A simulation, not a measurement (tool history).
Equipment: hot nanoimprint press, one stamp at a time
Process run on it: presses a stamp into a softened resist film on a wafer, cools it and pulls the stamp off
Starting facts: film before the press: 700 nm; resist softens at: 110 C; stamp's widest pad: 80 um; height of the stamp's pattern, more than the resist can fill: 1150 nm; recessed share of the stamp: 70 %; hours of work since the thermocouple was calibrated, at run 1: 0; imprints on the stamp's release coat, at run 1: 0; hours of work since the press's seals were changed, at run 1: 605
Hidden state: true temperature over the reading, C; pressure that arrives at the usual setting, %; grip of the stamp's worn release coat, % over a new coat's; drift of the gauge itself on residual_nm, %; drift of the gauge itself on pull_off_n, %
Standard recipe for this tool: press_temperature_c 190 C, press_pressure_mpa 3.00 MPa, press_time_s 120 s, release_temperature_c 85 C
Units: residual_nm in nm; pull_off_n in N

| run | hour | press_temperature_c | press_pressure_mpa | press_time_s | release_temperature_c | hours of work since the thermocouple was calibrated | imprints on the stamp's release coat | hours of work since the press's seals were changed | residual_nm | pull_off_n |
|---|---|---|---|---|---|---|---|---|---|---|
| 1 | 0.0 | 190 | 3.00 | 120 | 85 | 0 | 0 | 605 | 360.7 | 242 |
| 2 | 58.9 | 190 | 3.00 | 120 | 85 | 36 | 167 | 642 | 362.8 | 251 |
| 3 | 130.0 | 190 | 3.00 | 120 | 85 | 80 | 369 | 686 | 365.0 | 269 |
| 4 | 195.8 | 190 | 3.00 | 120 | 85 | 121 | 556 | 726 | 366.8 | 286 |
| 5 | 230.1 | 193 | 3.00 | 120 | 85 | 142 | 653 | 747 | 323.0 | 298 |
|  | 268.9 | press's hydraulic seals changed and the load cell set to zero |
| 6 | 304.3 | 193 | 3.00 | 120 | 85 | 183 | 841 | 22 | 321.3 | 313 |
| 7 | 373.5 | 184 | 3.00 | 120 | 85 | 225 | 1037 | 64 | 467.9 | 318 |
| 8 | 443.1 | 184 | 3.00 | 120 | 85 | 268 | 1235 | 107 | 469.2 | 356 |
| 9 | 511.9 | 201 | 3.00 | 120 | 85 | 310 | 1430 | 150 | 229.0 | 355 |
|  | 541.3 | stamp cleaned and given a new release coat |
| 10 | 548.1 | 190 | 3.00 | 120 | 85 | 329 | 19 | 168 | 372.7 | 245 |
| 11 | 618.0 | 190 | 3.00 | 120 | 85 | 372 | 217 | 211 | 377.0 | 257 |
|  | 625.5 | plate thermocouple calibrated |
| 12 | 678.6 | 190 | 3.00 | 120 | 73 | 33 | 381 | 247 | 380.4 | 384 |
| 13 | 729.0 | 190 | 2.90 | 195 | 86 | 64 | 524 | 278 | 325.0 | 274 |
| 14 | 800.3 | 179 | 2.94 | 137 | 78 | 108 | 726 | 322 | 554.1 | 365 |
| 15 | 851.1 | 179 | 2.94 | 137 | 78 | 139 | 870 | 353 | 552.3 | 381 |
| 16 | 898.5 | 199 | 3.49 | 120 | 75 | 168 | 1005 | 382 | 248.2 | 425 |
| 17 | 928.0 | 188 | 3.49 | 192 | 77 | 186 | 1088 | 401 | 341.2 | 410 |
|  | 973.5 | plate thermocouple calibrated, once more |
| 18 | 983.5 | 198 | 2.33 | 120 | 73 | 6 | 1237 | 433 | 280.6 | 453 |
| 19 | 1029.8 | 193 | 2.33 | 172 | 73 | 35 | 1369 | 461 | 304.1 | 465 |
|  | 1084.4 | stamp cleaned and given a new release coat |
| 20 | 1084.4 | 187 | 4.63 | 222 | 73 | 65 | 0 | 491 | 271.1 | 321 |
| 21 | 1144.2 | 187 | 4.63 | 222 | 73 | 101 | 169 | 528 | 272.2 | 333 |

Here are 5 independent what-if runs from the current tool condition. What would each one return?
| A | 1205.1 | 191 | 3.69 | 159 | 85 | 139 | 342 | 566 | ? | ? |
| B | 1205.1 | 188 | 3.64 | 222 | 89 | 139 | 342 | 566 | ? | ? |
| C | 1205.1 | 183 | 3.00 | 80 | 89 | 139 | 342 | 566 | ? | ? |
| D | 1205.1 | 190 | 3.73 | 120 | 89 | 139 | 342 | 566 | ? | ? |
| E | 1205.1 | 187 | 4.63 | 185 | 90 | 139 | 342 | 566 | ? | ? |

| run | residual_nm | pull_off_n |
|---|---|---|
| A | 290.5 | 268 |
| B | 294.6 | 241 |
| C | 528.3 | 236 |
| D | 337.3 | 233 |
| E | 297.1 | 234 |
With no hidden state in the tool, these same runs would have given:
| run | residual_nm | pull_off_n |
|---|---|---|
| A | 284.4 | 241 |
| B | 288.5 | 217 |
| C | 523.1 | 212 |
| D | 330.6 | 210 |
| E | 289.6 | 210 |
